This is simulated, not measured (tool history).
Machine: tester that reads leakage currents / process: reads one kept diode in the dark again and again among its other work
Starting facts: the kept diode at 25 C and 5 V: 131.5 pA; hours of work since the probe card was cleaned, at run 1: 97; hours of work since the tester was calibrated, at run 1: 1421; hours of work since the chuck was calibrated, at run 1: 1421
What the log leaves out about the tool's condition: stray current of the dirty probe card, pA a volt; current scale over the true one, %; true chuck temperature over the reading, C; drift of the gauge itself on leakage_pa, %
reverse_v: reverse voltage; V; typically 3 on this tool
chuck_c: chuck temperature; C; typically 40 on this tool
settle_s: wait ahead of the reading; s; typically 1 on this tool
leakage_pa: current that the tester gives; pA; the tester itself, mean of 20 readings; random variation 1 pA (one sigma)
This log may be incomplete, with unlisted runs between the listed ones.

run   hour  reverse_v  chuck_c  settle_s  hours of work since the probe card was cleaned  hours of work since the tester was calibrated  hours of work since the chuck was calibrated  leakage_pa
  1      0          3       40         1                                              97                                           1421                                          1421      387.02
  2  143.1          3       40         1                                             198                                           1523                                          1523       390.4
  3  279.5          3       40         1                                             295                                           1619                                          1619      392.02
  4  345.4          3       40         1                                             341                                           1666                                          1666       395.8
  5  416.9          3       40         1                                             392                                           1716                                          1716      396.23
     429.4  -- tester calibrated
  6  508.3          3       40         1                                             455                                             56                                          1779      399.53
  7  600.2      11.86       38         1                                             520                                            121                                          1844      678.28
  8  676.5      11.86       38         1                                             574                                            175                                          1898      682.52
  9  763.7       1.91       52      3.53                                             636                                            236                                          1960       777.4
     827.6  -- chuck's temperature calibrated
 10  863.5       11.7       41       1.6                                             705                                            306                                            25      727.12
 11  924.7       2.41       40      8.09                                             748                                            349                                            69      306.67
 12  996.3       2.41       40      8.09                                             799                                            400                                           119      308.43

Branching from run 12: 4 alternative next runs. What would each branch give?
  A  1095.3       1.42       40      0.88                                             869                                            470                                           189           ?
  B  1095.3          3       35      1.72                                             869                                            470                                           189           ?
  C  1095.3       2.41       25      3.48                                             869                                            470                                           189           ?
  D  1095.3          3       40      8.58                                             869                                            470                                           189           ?

run  leakage_pa
  A      240.33
  B      235.93
  C       94.53
  D      346.68
The same runs, with their run-to-run variation unchanged, on a tool lacking any hidden condition would have given:
run  leakage_pa
  A      240.43
  B      234.28
  C       92.55
  D      345.82
